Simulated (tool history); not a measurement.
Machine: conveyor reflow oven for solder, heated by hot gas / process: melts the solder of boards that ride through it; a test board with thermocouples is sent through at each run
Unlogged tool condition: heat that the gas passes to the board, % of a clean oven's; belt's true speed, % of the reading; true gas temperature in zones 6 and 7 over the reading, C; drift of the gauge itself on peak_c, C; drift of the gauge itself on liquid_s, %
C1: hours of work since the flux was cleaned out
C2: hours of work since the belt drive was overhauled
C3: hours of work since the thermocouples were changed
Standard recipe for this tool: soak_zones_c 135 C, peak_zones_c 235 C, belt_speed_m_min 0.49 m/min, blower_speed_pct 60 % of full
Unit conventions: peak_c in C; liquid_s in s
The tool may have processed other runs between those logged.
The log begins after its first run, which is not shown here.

{"run": 2, "hour": 11.2, "soak_zones_c": 135, "peak_zones_c": 240, "belt_speed_m_min": 0.49, "blower_speed_pct": 60, "C1": 304, "C2": 770, "C3": 273, "peak_c": 217, "liquid_s": 53.3}
{"run": 3, "hour": 22.8, "soak_zones_c": 127, "peak_zones_c": 235, "belt_speed_m_min": 0.49, "blower_speed_pct": 60, "C1": 310, "C2": 777, "C3": 279, "peak_c": 211.1, "liquid_s": 45.9}
{"run": 4, "hour": 30.5, "soak_zones_c": 127, "peak_zones_c": 235, "belt_speed_m_min": 0.49, "blower_speed_pct": 60, "C1": 315, "C2": 781, "C3": 284, "peak_c": 211, "liquid_s": 45.3}
{"run": 5, "hour": 38.4, "soak_zones_c": 135, "peak_zones_c": 235, "belt_speed_m_min": 0.49, "blower_speed_pct": 60, "C1": 319, "C2": 786, "C3": 288, "peak_c": 213.1, "liquid_s": 49}
{"run": 6, "hour": 49.0, "soak_zones_c": 135, "peak_zones_c": 235, "belt_speed_m_min": 0.49, "blower_speed_pct": 60, "C1": 325, "C2": 792, "C3": 294, "peak_c": 212.6, "liquid_s": 49.6}
{"run": 7, "hour": 61.4, "soak_zones_c": 131, "peak_zones_c": 235, "belt_speed_m_min": 0.49, "blower_speed_pct": 60, "C1": 332, "C2": 799, "C3": 301, "peak_c": 211.7, "liquid_s": 47}
{"run": 8, "hour": 68.6, "soak_zones_c": 131, "peak_zones_c": 235, "belt_speed_m_min": 0.49, "blower_speed_pct": 60, "C1": 336, "C2": 803, "C3": 305, "peak_c": 211.8, "liquid_s": 48}
{"run": 9, "hour": 75.0, "soak_zones_c": 135, "peak_zones_c": 235, "belt_speed_m_min": 0.49, "blower_speed_pct": 60, "C1": 340, "C2": 807, "C3": 309, "peak_c": 213.6, "liquid_s": 50.1}
{"run": 10, "hour": 87.1, "soak_zones_c": 135, "peak_zones_c": 235, "belt_speed_m_min": 0.49, "blower_speed_pct": 60, "C1": 347, "C2": 813, "C3": 316, "peak_c": 212.5, "liquid_s": 49.7}
{"run": 11, "hour": 99.1, "soak_zones_c": 135, "peak_zones_c": 235, "belt_speed_m_min": 0.554, "blower_speed_pct": 60, "C1": 354, "C2": 820, "C3": 323, "peak_c": 208.6, "liquid_s": 38.2}
{"hour": 112.1, "done": "flux residue cleaned out of gas plates and filters"}
{"run": 12, "hour": 115.4, "soak_zones_c": 135, "peak_zones_c": 235, "belt_speed_m_min": 0.554, "blower_speed_pct": 74, "C1": 2, "C2": 827, "C3": 329, "peak_c": 213.7, "liquid_s": 44.9}
{"run": 13, "hour": 122.9, "soak_zones_c": 135, "peak_zones_c": 235, "belt_speed_m_min": 0.49, "blower_speed_pct": 65, "C1": 6, "C2": 831, "C3": 333, "peak_c": 214.4, "liquid_s": 51.3}
{"run": 14, "hour": 129.3, "soak_zones_c": 135, "peak_zones_c": 235, "belt_speed_m_min": 0.49, "blower_speed_pct": 56, "C1": 10, "C2": 835, "C3": 337, "peak_c": 211.3, "liquid_s": 48.2}
{"run": 15, "hour": 139.3, "soak_zones_c": 149, "peak_zones_c": 235, "belt_speed_m_min": 0.49, "blower_speed_pct": 60, "C1": 16, "C2": 840, "C3": 343, "peak_c": 215.9, "liquid_s": 58.2}
{"run": 16, "hour": 147.1, "soak_zones_c": 149, "peak_zones_c": 235, "belt_speed_m_min": 0.49, "blower_speed_pct": 60, "C1": 20, "C2": 845, "C3": 347, "peak_c": 216.4, "liquid_s": 57.3}
{"run": 17, "hour": 152.9, "soak_zones_c": 134, "peak_zones_c": 236, "belt_speed_m_min": 0.407, "blower_speed_pct": 55, "C1": 23, "C2": 848, "C3": 350, "peak_c": 217.9, "liquid_s": 65.8}
{"run": 18, "hour": 160.7, "soak_zones_c": 134, "peak_zones_c": 236, "belt_speed_m_min": 0.407, "blower_speed_pct": 55, "C1": 28, "C2": 852, "C3": 355, "peak_c": 218.4, "liquid_s": 65.8}
{"run": 19, "hour": 170.9, "soak_zones_c": 120, "peak_zones_c": 236, "belt_speed_m_min": 0.579, "blower_speed_pct": 80, "C1": 33, "C2": 858, "C3": 361, "peak_c": 212.3, "liquid_s": 37.5}
{"run": 20, "hour": 178.5, "soak_zones_c": 135, "peak_zones_c": 246, "belt_speed_m_min": 0.49, "blower_speed_pct": 60, "C1": 38, "C2": 863, "C3": 365, "peak_c": 222.8, "liquid_s": 56.6}
{"run": 21, "hour": 190.2, "soak_zones_c": 135, "peak_zones_c": 246, "belt_speed_m_min": 0.49, "blower_speed_pct": 60, "C1": 44, "C2": 869, "C3": 372, "peak_c": 222.1, "liquid_s": 56.6}
{"run": 22, "hour": 196.2, "soak_zones_c": 135, "peak_zones_c": 246, "belt_speed_m_min": 0.49, "blower_speed_pct": 60, "C1": 48, "C2": 873, "C3": 375, "peak_c": 222, "liquid_s": 56.7}
{"run": 23, "hour": 203.1, "soak_zones_c": 144, "peak_zones_c": 235, "belt_speed_m_min": 0.408, "blower_speed_pct": 56, "C1": 52, "C2": 877, "C3": 379, "peak_c": 219.6, "liquid_s": 70.5}

For run 24, what comes out?
{"run": 24, "hour": 211.5, "soak_zones_c": 144, "peak_zones_c": 235, "belt_speed_m_min": 0.408, "blower_speed_pct": 56, "C1": 57, "C2": 881, "C3": 384, "peak_c": "?", "liquid_s": "?"}

peak_c: 219.3 C
liquid_s: 70.4 s
The same run, on a tool lacking any hidden state, would have yielded peak_c 219.3 C, liquid_s 70.3 s.
